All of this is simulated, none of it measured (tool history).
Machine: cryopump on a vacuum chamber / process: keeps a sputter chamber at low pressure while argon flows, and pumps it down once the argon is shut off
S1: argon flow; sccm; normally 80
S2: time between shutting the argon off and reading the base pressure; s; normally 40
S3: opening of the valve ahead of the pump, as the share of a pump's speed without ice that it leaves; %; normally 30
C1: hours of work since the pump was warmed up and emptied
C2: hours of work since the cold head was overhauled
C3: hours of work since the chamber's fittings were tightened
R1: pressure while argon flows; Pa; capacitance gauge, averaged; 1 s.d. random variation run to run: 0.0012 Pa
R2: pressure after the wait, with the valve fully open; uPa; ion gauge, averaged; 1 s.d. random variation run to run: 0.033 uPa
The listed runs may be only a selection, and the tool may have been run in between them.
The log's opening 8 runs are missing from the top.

run 9 hour=137.4 | S1=80 S2=40 S3=17 | C1=68 C2=701 C3=11 | R1=0.4922 R2=1.82
run 10 hour=148.7 | S1=80 S2=40 S3=17 | C1=75 C2=708 C3=19 | R1=0.496 R2=1.85
run 11 hour=165.8 | S1=80 S2=63 S3=17 | C1=86 C2=719 C3=30 | R1=0.4935 R2=1.28
run 12 hour=182 | S1=80 S2=63 S3=17 | C1=97 C2=730 C3=41 | R1=0.4966 R2=1.26
run 13 hour=196.5 | S1=80 S2=63 S3=17 | C1=107 C2=740 C3=50 | R1=0.4969 R2=1.32
run 14 hour=211 | S1=80 S2=63 S3=17 | C1=116 C2=749 C3=60 | R1=0.4991 R2=1.35
run 15 hour=220.4 | S1=80 S2=40 S3=28 | C1=122 C2=755 C3=66 | R1=0.304 R2=1.98
run 16 hour=236.3 | S1=80 S2=40 S3=28 | C1=133 C2=766 C3=76 | R1=0.3076 R2=1.89
run 17 hour=248.6 | S1=80 S2=89 S3=30 | C1=141 C2=774 C3=84 | R1=0.2839 R2=1.05
run 18 hour=270.9 | S1=154 S2=40 S3=31 | C1=155 C2=788 C3=99 | R1=0.5303 R2=1.95
run 19 hour=284.3 | S1=154 S2=40 S3=31 | C1=164 C2=797 C3=108 | R1=0.531 R2=1.94
run 20 hour=297.6 | S1=58 S2=192 S3=17 | C1=173 C2=806 C3=117 | R1=0.3625 R2=0.74
run 21 hour=318.2 | S1=58 S2=192 S3=17 | C1=187 C2=820 C3=130 | R1=0.3596 R2=0.78
run 22 hour=332.8 | S1=36 S2=86 S3=17 | C1=196 C2=829 C3=140 | R1=0.2234 R2=1.13
run 23 hour=350.9 | S1=35 S2=43 S3=17 | C1=208 C2=841 C3=152 | R1=0.2188 R2=1.93
run 24 hour=366.8 | S1=35 S2=43 S3=17 | C1=218 C2=851 C3=162 | R1=0.2199 R2=1.97
run 25 hour=380.8 | S1=80 S2=159 S3=30 | C1=228 C2=861 C3=171 | R1=0.2913 R2=0.87
run 26 hour=391.6 | S1=68 S2=159 S3=36 | C1=235 C2=868 C3=178 | R1=0.2073 R2=0.89
run 27 hour=413.5 | S1=68 S2=159 S3=36 | C1=249 C2=882 C3=193 | R1=0.2069 R2=0.91
run 28 hour=435 | S1=39 S2=40 S3=21 | C1=263 C2=896 C3=207 | R1=0.1993 R2=2.19
run 29 hour=448.6 | S1=77 S2=147 S3=20 | C1=272 C2=905 C3=216 | R1=0.4143 R2=0.97
run 30 hour=464.6 | S1=36 S2=43 S3=39 | C1=283 C2=916 C3=226 | R1=0.103 R2=2.02
run 31 hour=475.4 | S1=45 S2=43 S3=35 | C1=290 C2=923 C3=233 | R1=0.141 R2=2.08
run 32 hour=492.1 | S1=45 S2=43 S3=35 | C1=301 C2=934 C3=244 | R1=0.1427 R2=2.05
run 33 hour=508.6 | S1=80 S2=39 S3=18 | C1=312 C2=945 C3=255 | R1=0.4795 R2=2.32

Alternative continuations, all from the tool just after run 33; predict every row:
run A hour=518.3 | S1=80 S2=195 S3=18 | C1=318 C2=951 C3=262 | R1=? R2=?
run B hour=518.3 | S1=80 S2=40 S3=23 | C1=318 C2=951 C3=262 | R1=? R2=?
run C hour=518.3 | S1=80 S2=82 S3=30 | C1=318 C2=951 C3=262 | R1=? R2=?

run=A R1=0.481 R2=0.9
run=B R1=0.3796 R2=2.2
run=C R1=0.296 R2=1.39
Without the tool's unlogged condition, the same runs would have read:
run=A R1=0.4636 R2=0.5
run=B R1=0.3622 R2=1.79
run=C R1=0.2786 R2=0.99

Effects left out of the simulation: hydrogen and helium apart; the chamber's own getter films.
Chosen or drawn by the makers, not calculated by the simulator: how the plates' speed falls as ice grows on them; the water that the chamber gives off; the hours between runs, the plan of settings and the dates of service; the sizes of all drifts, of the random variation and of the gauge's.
